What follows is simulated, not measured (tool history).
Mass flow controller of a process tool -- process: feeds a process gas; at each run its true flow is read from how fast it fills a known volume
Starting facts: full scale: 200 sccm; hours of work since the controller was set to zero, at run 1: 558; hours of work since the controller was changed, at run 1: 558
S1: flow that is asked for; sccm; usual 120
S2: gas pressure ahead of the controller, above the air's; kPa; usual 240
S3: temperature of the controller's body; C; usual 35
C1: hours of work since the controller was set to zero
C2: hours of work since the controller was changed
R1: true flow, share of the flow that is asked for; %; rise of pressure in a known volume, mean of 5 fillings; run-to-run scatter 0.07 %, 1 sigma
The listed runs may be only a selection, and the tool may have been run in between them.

run 1 hour=0 | S1=120 S2=240 S3=35 | C1=558 C2=558 | R1=98.33
run 2 hour=44 | S1=120 S2=240 S3=35 | C1=573 C2=573 | R1=98.21
run 3 hour=96.4 | S1=120 S2=240 S3=35 | C1=590 C2=590 | R1=98.39
run 4 hour=161.2 | S1=120 S2=240 S3=35 | C1=611 C2=611 | R1=98.36
run 5 hour=193.2 | S1=120 S2=240 S3=35 | C1=622 C2=622 | R1=98.3
run 6 hour=251.1 | S1=120 S2=240 S3=35 | C1=641 C2=641 | R1=98.5
run 7 hour=310.4 | S1=197 S2=240 S3=35 | C1=660 C2=660 | R1=99.06
run 8 hour=380.9 | S1=197 S2=240 S3=35 | C1=684 C2=684 | R1=99.04
run 9 hour=436.1 | S1=120 S2=240 S3=23 | C1=702 C2=702 | R1=100.1
run 10 hour=480.2 | S1=120 S2=240 S3=35 | C1=716 C2=716 | R1=98.7
run 11 hour=553.8 | S1=22 S2=240 S3=24 | C1=741 C2=741 | R1=99.39
run 12 hour=621.9 | S1=108 S2=240 S3=30 | C1=763 C2=763 | R1=99.3
run 13 hour=653.1 | S1=108 S2=240 S3=30 | C1=774 C2=774 | R1=99.28
run 14 hour=711.7 | S1=112 S2=195 S3=30 | C1=793 C2=793 | R1=99.62
-- hour=730.1 gauge calibrated
run 15 hour=769.1 | S1=120 S2=204 S3=23 | C1=812 C2=812 | R1=99.69
run 16 hour=815.8 | S1=190 S2=240 S3=25 | C1=827 C2=827 | R1=99.92
run 17 hour=891.4 | S1=94 S2=195 S3=25 | C1=852 C2=852 | R1=99.45
run 18 hour=959.2 | S1=28 S2=196 S3=31 | C1=875 C2=875 | R1=98.23
run 19 hour=997.6 | S1=120 S2=227 S3=35 | C1=887 C2=887 | R1=98.44
run 20 hour=1069 | S1=106 S2=240 S3=25 | C1=911 C2=911 | R1=99.62

Describe how what the log doesn't record of the tool's condition differs between the last listed run preceding each entry between runs and the first listed run following it.
Run 14 -> run 15: gauge calibrated (hour 730.1)
  drift of the gauge itself on true_pct, %: 0.79 -> 0.04
  what was measured, less what the result would be without the hidden state, R1: +0.78 -> +0.05 %
